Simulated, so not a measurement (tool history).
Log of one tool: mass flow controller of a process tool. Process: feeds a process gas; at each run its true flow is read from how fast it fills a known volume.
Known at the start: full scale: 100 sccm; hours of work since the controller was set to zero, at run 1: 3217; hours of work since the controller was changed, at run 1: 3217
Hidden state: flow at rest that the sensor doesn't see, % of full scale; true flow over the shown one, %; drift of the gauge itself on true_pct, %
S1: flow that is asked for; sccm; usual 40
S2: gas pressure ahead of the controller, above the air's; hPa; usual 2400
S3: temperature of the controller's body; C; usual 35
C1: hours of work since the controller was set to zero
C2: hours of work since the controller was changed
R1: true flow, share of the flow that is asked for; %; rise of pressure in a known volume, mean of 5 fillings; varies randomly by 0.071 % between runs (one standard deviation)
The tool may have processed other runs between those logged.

run 1 hour=0.0 | S1=40 S2=2400 S3=35 | C1=3217 C2=3217 | R1=100.77
run 2 hour=220.9 | S1=92 S2=2400 S3=35 | C1=3289 C2=3289 | R1=101.11
run 3 hour=759.1 | S1=22 S2=2400 S3=35 | C1=3466 C2=3466 | R1=100.70
run 4 hour=1087.1 | S1=40 S2=2400 S3=34 | C1=3574 C2=3574 | R1=100.76
run 5 hour=1482.5 | S1=40 S2=2400 S3=34 | C1=3704 C2=3704 | R1=100.92
run 6 hour=1904.6 | S1=40 S2=2400 S3=24 | C1=3843 C2=3843 | R1=100.26
run 7 hour=2151.4 | S1=40 S2=2400 S3=21 | C1=3925 C2=3925 | R1=99.95
run 8 hour=2673.5 | S1=40 S2=2400 S3=35 | C1=4097 C2=4097 | R1=101.27
run 9 hour=2924.6 | S1=40 S2=2400 S3=35 | C1=4179 C2=4179 | R1=101.31
run 10 hour=3363.0 | S1=40 S2=2400 S3=35 | C1=4323 C2=4323 | R1=101.48
run 11 hour=3840.5 | S1=40 S2=2400 S3=35 | C1=4481 C2=4481 | R1=101.57
run 12 hour=4093.0 | S1=40 S2=2400 S3=35 | C1=4564 C2=4564 | R1=101.70
run 13 hour=4558.6 | S1=40 S2=2400 S3=35 | C1=4717 C2=4717 | R1=101.87
run 14 hour=4904.8 | S1=40 S2=2400 S3=35 | C1=4831 C2=4831 | R1=101.74
run 15 hour=5145.1 | S1=40 S2=2400 S3=29 | C1=4910 C2=4910 | R1=101.47
run 16 hour=5457.4 | S1=40 S2=2400 S3=35 | C1=5013 C2=5013 | R1=101.94
run 17 hour=5764.2 | S1=40 S2=2400 S3=35 | C1=5114 C2=5114 | R1=102.12
run 18 hour=6027.2 | S1=40 S2=2400 S3=35 | C1=5200 C2=5200 | R1=102.10
run 19 hour=6430.1 | S1=37 S2=2400 S3=21 | C1=5333 C2=5333 | R1=101.05
-- hour=6481.1 controller's zero set anew
run 20 hour=6938.3 | S1=90 S2=2400 S3=36 | C1=150 C2=5500 | R1=102.79
run 21 hour=7405.2 | S1=37 S2=2400 S3=24 | C1=304 C2=5654 | R1=101.58
run 22 hour=7946.8 | S1=37 S2=2400 S3=24 | C1=482 C2=5832 | R1=101.66
-- hour=8017.6 gauge calibrated
run 23 hour=8315.9 | S1=37 S2=2400 S3=24 | C1=604 C2=5954 | R1=99.88
run 24 hour=8734.6 | S1=12 S2=2400 S3=39 | C1=742 C2=6091 | R1=100.93
run 25 hour=9009.7 | S1=14 S2=2400 S3=31 | C1=832 C2=6182 | R1=100.42
run 26 hour=9540.0 | S1=40 S2=1470 S3=26 | C1=1007 C2=6356 | R1=99.51
run 27 hour=10046.2 | S1=20 S2=2170 S3=35 | C1=1173 C2=6523 | R1=100.90
run 28 hour=10522.0 | S1=20 S2=2170 S3=35 | C1=1330 C2=6680 | R1=101.05
run 29 hour=10754.1 | S1=40 S2=1850 S3=32 | C1=1406 C2=6756 | R1=100.63
run 30 hour=11224.8 | S1=14 S2=1700 S3=23 | C1=1561 C2=6911 | R1=99.87
run 31 hour=11532.7 | S1=14 S2=1700 S3=23 | C1=1663 C2=7012 | R1=100.04
run 32 hour=11963.5 | S1=14 S2=1700 S3=23 | C1=1805 C2=7154 | R1=99.94
run 33 hour=12235.1 | S1=14 S2=2400 S3=35 | C1=1894 C2=7244 | R1=101.25
-- hour=12418.9 gauge calibrated
run 34 hour=12461.0 | S1=58 S2=2400 S3=35 | C1=1968 C2=7318 | R1=100.77
run 35 hour=12718.0 | S1=56 S2=1960 S3=21 | C1=2053 C2=7403 | R1=99.43
run 36 hour=13167.6 | S1=14 S2=2070 S3=30 | C1=2201 C2=7550 | R1=99.85

Take each entry between the runs: how does the hidden state at the last listed run before it differ from the hidden state at the first listed run after it?
Run 19 -> run 20: controller's zero set anew (hour 6481.1)
  flow at rest that the sensor doesn't see, % of full scale: 0.002 -> 0; drift of the gauge itself on true_pct, %: 1.54 -> 1.66
  the result without the hidden state subtracted from the measured one, R1: +1.55 -> +1.69 %
Run 22 -> run 23: gauge calibrated (hour 8017.6)
  true flow over the shown one, %: 0.01 -> 0.02; drift of the gauge itself on true_pct, %: 1.9 -> 0.07
  the result without the hidden state subtracted from the measured one, R1: +1.91 -> +0.08 %
Run 33 -> run 34: gauge calibrated (hour 12418.9)
  drift of the gauge itself on true_pct, %: 1.01 -> 0.01
  the result without the hidden state subtracted from the measured one, R1: +1.04 -> +0.03 %
